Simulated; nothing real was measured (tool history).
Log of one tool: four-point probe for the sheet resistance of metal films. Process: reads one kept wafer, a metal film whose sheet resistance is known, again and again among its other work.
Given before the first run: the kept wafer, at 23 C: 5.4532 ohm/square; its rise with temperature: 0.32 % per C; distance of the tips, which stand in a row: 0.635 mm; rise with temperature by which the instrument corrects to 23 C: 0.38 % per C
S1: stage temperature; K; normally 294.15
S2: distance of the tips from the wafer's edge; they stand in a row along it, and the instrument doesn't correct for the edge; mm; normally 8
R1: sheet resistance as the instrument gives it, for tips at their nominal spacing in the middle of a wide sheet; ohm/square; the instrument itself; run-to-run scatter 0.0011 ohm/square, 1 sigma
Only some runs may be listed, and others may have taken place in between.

{"run": 1, "hour": 0.0, "S1": 294.15, "S2": 8, "R1": 5.486717}
{"run": 2, "hour": 9.3, "S1": 294.15, "S2": 8, "R1": 5.486483}
{"run": 3, "hour": 19.4, "S1": 294.15, "S2": 8, "R1": 5.4879}
{"run": 4, "hour": 30.4, "S1": 294.15, "S2": 4, "R1": 5.541207}
{"run": 5, "hour": 37.3, "S1": 294.15, "S2": 4, "R1": 5.542654}
{"run": 6, "hour": 48.6, "S1": 294.15, "S2": 4, "R1": 5.540908}

Estimate the outcome of run 7 from the log above:
{"run": 7, "hour": 62.7, "S1": 294.15, "S2": 4, "R1": "?"}

Run 7 yielded R1 5.542036 ohm/square.
With the hidden condition absent and the run-to-run variation left alone, this run would have shown R1 5.533105 ohm/square.
